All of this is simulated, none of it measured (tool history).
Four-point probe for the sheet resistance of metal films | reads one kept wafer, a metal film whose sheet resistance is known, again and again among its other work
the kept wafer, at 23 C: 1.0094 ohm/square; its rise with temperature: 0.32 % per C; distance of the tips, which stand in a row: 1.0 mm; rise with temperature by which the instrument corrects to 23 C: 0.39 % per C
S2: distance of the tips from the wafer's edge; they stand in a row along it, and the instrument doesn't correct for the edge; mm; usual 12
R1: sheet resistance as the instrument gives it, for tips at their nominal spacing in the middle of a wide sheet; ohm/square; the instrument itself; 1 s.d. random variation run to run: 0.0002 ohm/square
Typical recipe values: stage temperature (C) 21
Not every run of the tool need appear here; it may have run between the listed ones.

Run 1, hour 0: usual settings. Result: R1 1.005479 ohm/square.
Run 2, hour 64.7: usual settings but stage temperature (C) 18. Result: R1 1.00751 ohm/square.
Run 3, hour 127: usual settings. Result: R1 1.005311 ohm/square.
Run 4, hour 226.6: usual settings. Result: R1 1.005261 ohm/square.
Run 5, hour 304.2: usual settings. Result: R1 1.00494 ohm/square.
Run 6, hour 378: usual settings. Result: R1 1.005064 ohm/square.
Run 7, hour 456.9: usual settings. Result: R1 1.004887 ohm/square.
Run 8, hour 532.8: usual settings. Result: R1 1.004561 ohm/square.
Run 9, hour 630.1: usual settings but stage temperature (C) 26. Result: R1 1.000997 ohm/square.
Run 10, hour 678.1: usual settings but S2 20 mm. Result: R1 1.001993 ohm/square.
Run 11, hour 723.6: usual settings but S2 20 mm. Result: R1 1.001731 ohm/square.
Run 12, hour 790.9: usual settings but S2 17 mm. Result: R1 1.002054 ohm/square.
Run 13, hour 871.6: usual settings but stage temperature (C) 18. Result: R1 1.005879 ohm/square.
At hour 942.2: stage's thermometer calibrated.
Run 14, hour 961.9: usual settings but stage temperature (C) 22. Result: R1 1.001095 ohm/square.
Run 15, hour 1041.7: usual settings but stage temperature (C) 22, S2 28 mm. Result: R1 0.998646 ohm/square.
Run 16, hour 1119: usual settings but stage temperature (C) 24, S2 7 mm. Result: R1 1.007178 ohm/square.
Run 17, hour 1209.1: usual settings but stage temperature (C) 31, S2 9 mm. Result: R1 0.997739 ohm/square.
Run 18, hour 1260.4: usual settings but stage temperature (C) 30, S2 6 mm. Result: R1 1.006485 ohm/square.
Run 19, hour 1365.5: usual settings but stage temperature (C) 33, S2 9 mm. Result: R1 0.995879 ohm/square.
Run 20, hour 1470.9: usual settings but stage temperature (C) 23, S2 13 mm. Result: R1 0.999538 ohm/square.
Run 21, hour 1518.4: usual settings but stage temperature (C) 23, S2 13 mm. Result: R1 0.998852 ohm/square.
Run 22, hour 1617.6: usual settings but stage temperature (C) 18, S2 18 mm. Result: R1 1.000889 ohm/square.
Run 23, hour 1682.2: usual settings but stage temperature (C) 26. Result: R1 0.997281 ohm/square.
Run 24, hour 1765.1: usual settings but stage temperature (C) 19, S2 18 mm. Result: R1 0.999483 ohm/square.
Run 25, hour 1857.5: usual settings but stage temperature (C) 19, S2 18 mm. Result: R1 0.999819 ohm/square.
At hour 1887.7: new probe head fitted.
Run 26, hour 1941.2: usual settings but S2 49 mm. Result: R1 1.007453 ohm/square.
Run 27, hour 2035.4: usual settings but S2 21 mm. Result: R1 1.008614 ohm/square.
Run 28, hour 2099.3: usual settings but stage temperature (C) 19, S2 47 mm. Result: R1 1.008877 ohm/square.
Run 29, hour 2198.6: usual settings but stage temperature (C) 19, S2 47 mm. Result: R1 1.008754 ohm/square.

Alternative continuations, all from the tool just after run 29; predict every row:
Run A, hour 2252.7: usual settings but stage temperature (C) 23, S2 20 mm. Result: R1 ?.
Run B, hour 2252.7: usual settings but stage temperature (C) 20, S2 34 mm. Result: R1 ?.
Run C, hour 2252.7: usual settings but stage temperature (C) 26, S2 16 mm. Result: R1 ?.
Run D, hour 2252.7: usual settings but stage temperature (C) 29, S2 9 mm. Result: R1 ?.

run        R1
  A  1.006992
  B  1.008123
  C  1.005772
  D  1.007662
Take away the tool's hidden state, keep each run's random variation, and the runs would have read:
run        R1
  A  1.010882
  B  1.012015
  C  1.009659
  D  1.011558
